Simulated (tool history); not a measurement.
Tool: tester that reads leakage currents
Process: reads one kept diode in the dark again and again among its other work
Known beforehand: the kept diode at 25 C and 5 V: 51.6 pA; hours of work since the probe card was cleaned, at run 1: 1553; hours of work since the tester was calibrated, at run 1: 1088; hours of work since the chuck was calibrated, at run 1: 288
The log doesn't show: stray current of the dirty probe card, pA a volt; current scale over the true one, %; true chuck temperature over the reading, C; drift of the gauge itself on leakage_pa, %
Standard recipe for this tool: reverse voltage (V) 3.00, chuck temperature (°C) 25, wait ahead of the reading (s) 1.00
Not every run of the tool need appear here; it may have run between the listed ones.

run	day	reverse voltage (V)	chuck temperature (°C)	wait ahead of the reading (s)	hours of work since the probe card was cleaned	hours of work since the tester was calibrated	hours of work since the chuck was calibrated	current that the tester gives (pA)
1	0.000	3.00	25	1.00	1553	1088	288	41.27
2	3.262	3.00	25	1.00	1606	1142	342	41.37
3	6.471	3.00	25	1.25	1659	1194	394	41.55
4	11.096	3.00	25	1.25	1735	1270	470	41.61
5	13.825	3.00	25	0.76	1780	1315	515	41.50
6	18.671	3.00	25	0.76	1859	1394	594	41.83
7	22.633	3.00	25	0.30	1924	1459	659	42.70
8	25.967	3.00	25	0.30	1979	1514	714	42.69
9	29.708	11.40	25	1.00	2040	1575	775	88.12
# day 31.671: probe card cleaned and baked
10	33.929	1.64	38	1.00	37	1643	843	78.13
11	38.696	14.73	31	4.36	115	1721	921	152.29
12	43.312	14.73	31	4.36	191	1797	997	151.92
13	46.279	1.02	50	4.44	240	1845	1045	140.42
14	51.088	1.02	50	4.44	318	1924	1124	141.03
15	53.588	3.00	45	0.73	360	1965	1165	178.90
16	56.033	1.30	34	5.35	400	2005	1205	51.89
17	59.258	1.19	25	0.35	453	2058	1258	25.42

Measured less the same run without the tool's hidden state. The same run-to-run variation is in both; the gauge's scatter may not be:
run	current that the tester gives (pA)
1	+1.60
2	+1.67
3	+1.74
4	+1.84
5	+1.88
6	+1.99
7	+2.07
8	+2.15
9	+6.50
10	+2.05
11	+4.80
12	+5.18
13	+3.77
14	+4.00
15	+5.52
16	+1.83
17	+1.02
